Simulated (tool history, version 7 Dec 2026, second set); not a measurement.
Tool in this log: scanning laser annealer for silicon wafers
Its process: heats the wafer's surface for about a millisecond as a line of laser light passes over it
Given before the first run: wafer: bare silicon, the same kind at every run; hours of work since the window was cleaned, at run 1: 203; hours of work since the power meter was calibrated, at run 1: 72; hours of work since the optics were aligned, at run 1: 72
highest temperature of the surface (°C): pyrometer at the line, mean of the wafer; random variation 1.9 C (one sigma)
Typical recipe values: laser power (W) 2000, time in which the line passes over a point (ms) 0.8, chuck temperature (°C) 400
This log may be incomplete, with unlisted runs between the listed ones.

| run | day | laser power (W) | time in which the line passes over a point (ms) | chuck temperature (°C) | hours of work since the window was cleaned | hours of work since the power meter was calibrated | hours of work since the optics were aligned | highest temperature of the surface (°C) |
|---|---|---|---|---|---|---|---|---|
| 1 | 0 | 2000 | 0.8 | 400 | 203 | 72 | 72 | 1227 |
| 2 | 0.221 | 2000 | 0.8 | 400 | 206 | 76 | 76 | 1228 |
| 3 | 0.446 | 2000 | 0.8 | 400 | 210 | 80 | 80 | 1229 |
| 4 | 0.783 | 2000 | 0.8 | 400 | 216 | 86 | 86 | 1226 |
| 5 | 1.083 | 2000 | 0.8 | 400 | 222 | 91 | 91 | 1228 |
| 6 | 1.329 | 1713 | 0.8 | 400 | 226 | 96 | 96 | 1082 |
| 7 | 1.638 | 1713 | 0.8 | 400 | 231 | 101 | 101 | 1088 |
| 8 | 1.967 | 1966 | 0.759 | 397 | 237 | 107 | 107 | 1185 |
| 9 | 2.367 | 1966 | 0.759 | 397 | 244 | 114 | 114 | 1184 |
| 10 | 2.729 | 2116 | 0.759 | 397 | 251 | 120 | 120 | 1261 |
| 11 | 3.225 | 2116 | 0.759 | 397 | 259 | 129 | 129 | 1259 |
| 12 | 3.725 | 2089 | 0.713 | 400 | 268 | 138 | 138 | 1216 |
| 13 | 4.15 | 2089 | 0.713 | 400 | 276 | 145 | 145 | 1218 |

5 options for the next run, each taken on its own from the tool as it stands now. Forecast them:
| A | 4.638 | 1764 | 0.8 | 400 | 284 | 154 | 154 | ? |
| B | 4.638 | 2000 | 0.8 | 381 | 284 | 154 | 154 | ? |
| C | 4.638 | 1980 | 0.713 | 433 | 284 | 154 | 154 | ? |
| D | 4.638 | 2000 | 0.605 | 400 | 284 | 154 | 154 | ? |
| E | 4.638 | 2098 | 0.673 | 415 | 284 | 154 | 154 | ? |

| run | highest temperature of the surface (°C) |
|---|---|
| A | 1107 |
| B | 1210 |
| C | 1199 |
| D | 1110 |
| E | 1216 |
The same runs, with their run-to-run variation unchanged, on a tool lacking any hidden condition would have given:
| run | highest temperature of the surface (°C) |
|---|---|
| A | 1108 |
| B | 1211 |
| C | 1200 |
| D | 1110 |
| E | 1216 |

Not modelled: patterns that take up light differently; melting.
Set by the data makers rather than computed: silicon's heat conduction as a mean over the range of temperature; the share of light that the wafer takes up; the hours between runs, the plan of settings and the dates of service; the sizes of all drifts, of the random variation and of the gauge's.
